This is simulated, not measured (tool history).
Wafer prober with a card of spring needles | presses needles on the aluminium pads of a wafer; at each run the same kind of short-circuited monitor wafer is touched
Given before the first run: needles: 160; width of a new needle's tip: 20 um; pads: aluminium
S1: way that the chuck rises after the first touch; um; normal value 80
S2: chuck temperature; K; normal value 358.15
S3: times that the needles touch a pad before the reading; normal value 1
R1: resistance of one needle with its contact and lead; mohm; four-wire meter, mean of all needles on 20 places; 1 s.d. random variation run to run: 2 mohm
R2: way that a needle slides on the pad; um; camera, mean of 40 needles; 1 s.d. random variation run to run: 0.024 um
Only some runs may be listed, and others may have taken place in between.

| run | day | S1 | S2 | S3 | R1 | R2 |
|---|---|---|---|---|---|---|
| 1 | 0 | 80 | 358.15 | 1 | 207 | 12.13 |
|  | 0.196 | tips cleaned on abrasive film |
|  | 0.438 | tips cleaned on abrasive film |
|  | 0.696 | tips cleaned on abrasive film |
| 2 | 0.817 | 80 | 358.15 | 2 | 206 | 12.17 |
|  | 0.921 | tips cleaned on abrasive film |
|  | 1.188 | tips cleaned on abrasive film |
| 3 | 1.404 | 80 | 358.15 | 2 | 213 | 12.2 |
|  | 1.458 | tips cleaned on abrasive film |
|  | 1.683 | tips cleaned on abrasive film |
| 4 | 1.792 | 80 | 358.15 | 1 | 208 | 12.25 |
|  | 1.954 | tips cleaned on abrasive film |
|  | 1.967 | height of the first contact set anew |
|  | 2.212 | tips cleaned on abrasive film |
|  | 2.483 | tips cleaned on abrasive film |
| 5 | 2.483 | 80 | 358.15 | 1 | 212 | 12.15 |
|  | 2.742 | tips cleaned on abrasive film |
|  | 3.004 | tips cleaned on abrasive film |
| 6 | 3.125 | 80 | 358.15 | 1 | 210 | 12.23 |
|  | 3.229 | tips cleaned on abrasive film |
|  | 3.475 | tips cleaned on abrasive film |
|  | 3.721 | tips cleaned on abrasive film |
| 7 | 3.783 | 80 | 358.15 | 1 | 211 | 12.23 |
|  | 3.983 | tips cleaned on abrasive film |
| 8 | 4.158 | 80 | 358.15 | 1 | 209 | 12.23 |
|  | 4.25 | tips cleaned on abrasive film |
|  | 4.475 | tips cleaned on abrasive film |
|  | 4.721 | tips cleaned on abrasive film |
| 9 | 4.879 | 80 | 358.15 | 1 | 209 | 12.28 |
|  | 4.992 | tips cleaned on abrasive film |
|  | 5.258 | tips cleaned on abrasive film |
|  | 5.533 | tips cleaned on abrasive film |
| 10 | 5.667 | 76 | 358.15 | 1 | 213 | 11.69 |
|  | 5.808 | tips cleaned on abrasive film |
|  | 6.058 | tips cleaned on abrasive film |
| 11 | 6.196 | 76 | 358.15 | 1 | 215 | 11.66 |
|  | 6.308 | tips cleaned on abrasive film |
|  | 6.558 | tips cleaned on abrasive film |
| 12 | 6.562 | 76 | 358.15 | 1 | 211 | 11.7 |
|  | 6.8 | tips cleaned on abrasive film |
|  | 7.079 | tips cleaned on abrasive film |
|  | 7.338 | tips cleaned on abrasive film |
| 13 | 7.388 | 80 | 358.15 | 1 | 208 | 12.28 |
|  | 7.6 | tips cleaned on abrasive film |
|  | 7.646 | height of the first contact set anew |
|  | 7.858 | tips cleaned on abrasive film |
| 14 | 7.917 | 80 | 358.15 | 1 | 210 | 12.33 |
|  | 8.129 | tips cleaned on abrasive film |
| 15 | 8.258 | 80 | 358.15 | 1 | 210 | 12.33 |
|  | 8.354 | tips cleaned on abrasive film |
|  | 8.629 | tips cleaned on abrasive film |
|  | 8.883 | tips cleaned on abrasive film |
| 16 | 8.962 | 69 | 358.15 | 1 | 212 | 10.64 |
|  | 9.133 | tips cleaned on abrasive film |
|  | 9.367 | tips cleaned on abrasive film |
|  | 9.612 | tips cleaned on abrasive film |
| 17 | 9.621 | 80 | 306.15 | 3 | 197 | 12.39 |
|  | 9.862 | tips cleaned on abrasive film |
|  | 10.104 | tips cleaned on abrasive film |
| 18 | 10.104 | 88 | 376.15 | 2 | 211 | 13.63 |
|  | 10.358 | tips cleaned on abrasive film |
|  | 10.625 | tips cleaned on abrasive film |
| 19 | 10.842 | 88 | 376.15 | 2 | 208 | 13.61 |
|  | 10.9 | tips cleaned on abrasive film |
|  | 11.154 | tips cleaned on abrasive film |
|  | 11.379 | tips cleaned on abrasive film |
| 20 | 11.488 | 67 | 346.15 | 1 | 213 | 10.4 |
|  | 11.646 | tips cleaned on abrasive film |
|  | 11.9 | tips cleaned on abrasive film |
|  | 12.158 | tips cleaned on abrasive film |
| 21 | 12.308 | 80 | 398.15 | 2 | 219 | 12.43 |
|  | 12.412 | tips cleaned on abrasive film |
|  | 12.667 | tips cleaned on abrasive film |
|  | 12.908 | tips cleaned on abrasive film |
| 22 | 13.046 | 69 | 338.15 | 2 | 208 | 10.7 |
|  | 13.183 | tips cleaned on abrasive film |
|  | 13.342 | height of the first contact set anew |
|  | 13.454 | tips cleaned on abrasive film |
|  | 13.729 | tips cleaned on abrasive film |
| 23 | 13.85 | 72 | 338.15 | 2 | 207 | 11.21 |
|  | 13.958 | tips cleaned on abrasive film |
|  | 14.204 | tips cleaned on abrasive film |
|  | 14.479 | tips cleaned on abrasive film |
| 24 | 14.604 | 75 | 346.15 | 2 | 208 | 11.67 |
|  | 14.754 | tips cleaned on abrasive film |
|  | 15.029 | tips cleaned on abrasive film |
| 25 | 15.133 | 75 | 346.15 | 2 | 207 | 11.66 |
|  | 15.262 | tips cleaned on abrasive film |
|  | 15.508 | tips cleaned on abrasive film |
|  | 15.754 | tips cleaned on abrasive film |
| 26 | 15.921 | 75 | 346.15 | 2 | 204 | 11.7 |
|  | 15.979 | tips cleaned on abrasive film |
|  | 16.242 | tips cleaned on abrasive film |
| 27 | 16.317 | 75 | 346.15 | 2 | 210 | 11.68 |
|  | 16.475 | tips cleaned on abrasive film |
|  | 16.7 | tips cleaned on abrasive film |
| 28 | 16.742 | 62 | 394.15 | 2 | 223 | 9.67 |

Each row is a separate what-if for the run after 28, all from the same tool condition, not one after another. Results?
|  | 16.962 | tips cleaned on abrasive film |
| A | 17.112 | 98 | 394.15 | 2 | ? | ? |
|  | 16.962 | tips cleaned on abrasive film |
| B | 17.112 | 65 | 312.15 | 2 | ? | ? |
|  | 16.962 | tips cleaned on abrasive film |
| C | 17.112 | 80 | 358.15 | 2 | ? | ? |

| run | R1 | R2 |
|---|---|---|
| A | 212 | 15.3 |
| B | 200 | 10.17 |
| C | 212 | 12.52 |
With the hidden condition removed and each run's random variation left untouched, the same runs would have given:
| run | R1 | R2 |
|---|---|---|
| A | 212 | 14.91 |
| B | 200 | 9.91 |
| C | 212 | 12.2 |
